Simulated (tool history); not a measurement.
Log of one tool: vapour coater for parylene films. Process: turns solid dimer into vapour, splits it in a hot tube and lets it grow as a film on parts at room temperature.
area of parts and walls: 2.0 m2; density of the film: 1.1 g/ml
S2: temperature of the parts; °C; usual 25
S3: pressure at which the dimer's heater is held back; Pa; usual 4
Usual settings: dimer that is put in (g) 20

run 1 hour=0 | dimer_that_is_put_in_(g)=20 S2=25 S3=4 | thickness_of_the_film_(um)=6.94
run 2 hour=20.7 | dimer_that_is_put_in_(g)=20 S2=25 S3=8.98 | thickness_of_the_film_(um)=6.46
run 3 hour=40 | dimer_that_is_put_in_(g)=20 S2=25 S3=2.89 | thickness_of_the_film_(um)=6.95
run 4 hour=73.6 | dimer_that_is_put_in_(g)=20 S2=25 S3=2.89 | thickness_of_the_film_(um)=7.02
run 5 hour=89.8 | dimer_that_is_put_in_(g)=9 S2=25 S3=4 | thickness_of_the_film_(um)=3.02
run 6 hour=113.7 | dimer_that_is_put_in_(g)=24 S2=25 S3=4 | thickness_of_the_film_(um)=8.05
run 7 hour=145.8 | dimer_that_is_put_in_(g)=24 S2=25 S3=4 | thickness_of_the_film_(um)=8.03
run 8 hour=168.8 | dimer_that_is_put_in_(g)=28 S2=25 S3=4 | thickness_of_the_film_(um)=9.19
-- hour=180.8 trap's valve overhauled
run 9 hour=194.6 | dimer_that_is_put_in_(g)=28 S2=25 S3=4 | thickness_of_the_film_(um)=10.37
run 10 hour=224.9 | dimer_that_is_put_in_(g)=28 S2=25 S3=4 | thickness_of_the_film_(um)=10.19
run 11 hour=250 | dimer_that_is_put_in_(g)=28 S2=25 S3=4 | thickness_of_the_film_(um)=10.18
run 12 hour=283.2 | dimer_that_is_put_in_(g)=28 S2=25 S3=4 | thickness_of_the_film_(um)=10.04
run 13 hour=307.6 | dimer_that_is_put_in_(g)=12 S2=25 S3=4 | thickness_of_the_film_(um)=4.31
run 14 hour=335.3 | dimer_that_is_put_in_(g)=12 S2=25 S3=4 | thickness_of_the_film_(um)=4.27
-- hour=338.2 table's thermometer calibrated
run 15 hour=350.6 | dimer_that_is_put_in_(g)=20 S2=25 S3=2.18 | thickness_of_the_film_(um)=7.34
run 16 hour=375.8 | dimer_that_is_put_in_(g)=20 S2=25 S3=2.18 | thickness_of_the_film_(um)=7.3
-- hour=395.6 table's thermometer calibrated, once more
run 17 hour=400.3 | dimer_that_is_put_in_(g)=20 S2=25 S3=4 | thickness_of_the_film_(um)=7.01
run 18 hour=427.6 | dimer_that_is_put_in_(g)=20 S2=25 S3=4 | thickness_of_the_film_(um)=6.97
run 19 hour=459.5 | dimer_that_is_put_in_(g)=20 S2=25 S3=7.62 | thickness_of_the_film_(um)=6.5
run 20 hour=482.7 | dimer_that_is_put_in_(g)=29 S2=23 S3=6.18 | thickness_of_the_film_(um)=9.99
run 21 hour=498.4 | dimer_that_is_put_in_(g)=29 S2=23 S3=6.18 | thickness_of_the_film_(um)=10.06
run 22 hour=532.5 | dimer_that_is_put_in_(g)=18 S2=28 S3=2.53 | thickness_of_the_film_(um)=5.99
run 23 hour=551.7 | dimer_that_is_put_in_(g)=18 S2=28 S3=2.53 | thickness_of_the_film_(um)=5.95
run 24 hour=584.3 | dimer_that_is_put_in_(g)=29 S2=31 S3=4 | thickness_of_the_film_(um)=8.89
run 25 hour=599.7 | dimer_that_is_put_in_(g)=20 S2=25 S3=9.14 | thickness_of_the_film_(um)=6.22
run 26 hour=622.7 | dimer_that_is_put_in_(g)=13 S2=19 S3=4.39 | thickness_of_the_film_(um)=4.72
run 27 hour=638 | dimer_that_is_put_in_(g)=14 S2=36 S3=4 | thickness_of_the_film_(um)=3.88
-- hour=648.1 trap's valve overhauled
run 28 hour=667.5 | dimer_that_is_put_in_(g)=14 S2=36 S3=4 | thickness_of_the_film_(um)=4.27
run 29 hour=701.8 | dimer_that_is_put_in_(g)=14 S2=36 S3=4 | thickness_of_the_film_(um)=4.25
run 30 hour=725.3 | dimer_that_is_put_in_(g)=12 S2=32 S3=4 | thickness_of_the_film_(um)=3.93
run 31 hour=741.4 | dimer_that_is_put_in_(g)=21 S2=20 S3=5.21 | thickness_of_the_film_(um)=7.96
run 32 hour=774.4 | dimer_that_is_put_in_(g)=20 S2=26 S3=3.63 | thickness_of_the_film_(um)=7.03
run 33 hour=804.8 | dimer_that_is_put_in_(g)=15 S2=20 S3=3.63 | thickness_of_the_film_(um)=5.77
run 34 hour=830.4 | dimer_that_is_put_in_(g)=15 S2=20 S3=3.63 | thickness_of_the_film_(um)=5.75
run 35 hour=844.6 | dimer_that_is_put_in_(g)=34 S2=26 S3=7.28 | thickness_of_the_film_(um)=11.36

5 ways to go on from here, each from the tool as it stands after run 35. What would each give?
run A hour=865.5 | dimer_that_is_put_in_(g)=15 S2=25 S3=7.76 | thickness_of_the_film_(um)=?
run B hour=865.5 | dimer_that_is_put_in_(g)=24 S2=19 S3=7.28 | thickness_of_the_film_(um)=?
run C hour=865.5 | dimer_that_is_put_in_(g)=12 S2=20 S3=7.28 | thickness_of_the_film_(um)=?
run D hour=865.5 | dimer_that_is_put_in_(g)=22 S2=26 S3=7.28 | thickness_of_the_film_(um)=?
run E hour=865.5 | dimer_that_is_put_in_(g)=24 S2=30 S3=7.28 | thickness_of_the_film_(um)=?

run=A thickness_of_the_film_(um)=4.94
run=B thickness_of_the_film_(um)=8.84
run=C thickness_of_the_film_(um)=4.35
run=D thickness_of_the_film_(um)=7.18
run=E thickness_of_the_film_(um)=7.36
Without the tool's hidden state the same runs would have given:
run=A thickness_of_the_film_(um)=5.22
run=B thickness_of_the_film_(um)=9.35
run=C thickness_of_the_film_(um)=4.61
run=D thickness_of_the_film_(um)=7.6
run=E thickness_of_the_film_(um)=7.79

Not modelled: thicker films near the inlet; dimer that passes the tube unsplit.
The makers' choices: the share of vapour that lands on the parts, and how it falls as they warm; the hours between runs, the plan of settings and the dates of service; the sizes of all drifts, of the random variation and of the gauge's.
